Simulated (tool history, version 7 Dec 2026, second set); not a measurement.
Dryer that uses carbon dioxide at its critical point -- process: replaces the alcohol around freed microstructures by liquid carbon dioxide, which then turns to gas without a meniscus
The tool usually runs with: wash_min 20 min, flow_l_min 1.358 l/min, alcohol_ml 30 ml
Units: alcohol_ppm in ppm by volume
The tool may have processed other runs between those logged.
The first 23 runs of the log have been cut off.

run	hour	wash_min	flow_l_min	alcohol_ml	hours of work since the filter was changed	hours of work since the purifier's bed was changed	alcohol_ppm
24	317.4	20	1.358	30	228	290	61
25	329.4	17	1.358	34	234	295	86
26	348.3	29	2.28	34	243	305	39
27	361	29	2.28	34	249	311	40
28	376.3	29	2.28	34	256	318	37
29	387.8	17	2	53	262	324	48
30	401.5	22	1.358	30	269	330	61
31	410	22	1.358	41	273	334	51
32	423.3	22	1.358	41	279	341	63
33	431	22	1.358	41	283	344	57
34	442.5	17	1.31	103	288	350	265
35	456.4	17	0.94	103	295	357	900
36	465.7	17	0.94	103	300	361	926
37	475.5	17	0.94	103	304	366	953
38	493.1	17	0.94	103	313	375	955
39	510.4	17	0.99	59	321	383	478
40	524.2	17	0.99	59	328	389	480
41	537.7	17	1.21	31	334	396	152
42	547.8	15	0.99	30	339	401	412
43	559.9	15	0.99	30	345	407	396
44	577.4	16	1.358	82	353	415	281
45	587.3	15	0.85	54	358	420	1039
46	595.9	15	0.85	54	362	424	1033
47	613.9	21	1.44	94	371	433	93

Alternative continuations, all from the tool just after run 47; predict every row:
A	630.6	20	1.8	83	379	441	?
B	630.6	15	0.83	49	379	441	?
C	630.6	28	1.06	25	379	441	?
D	630.6	19	1.53	33	379	441	?

run	alcohol_ppm
A	70
B	988
C	67
D	78
Without the tool's unlogged condition, the same runs would have read:
run	alcohol_ppm
A	15
B	574
C	11
D	17
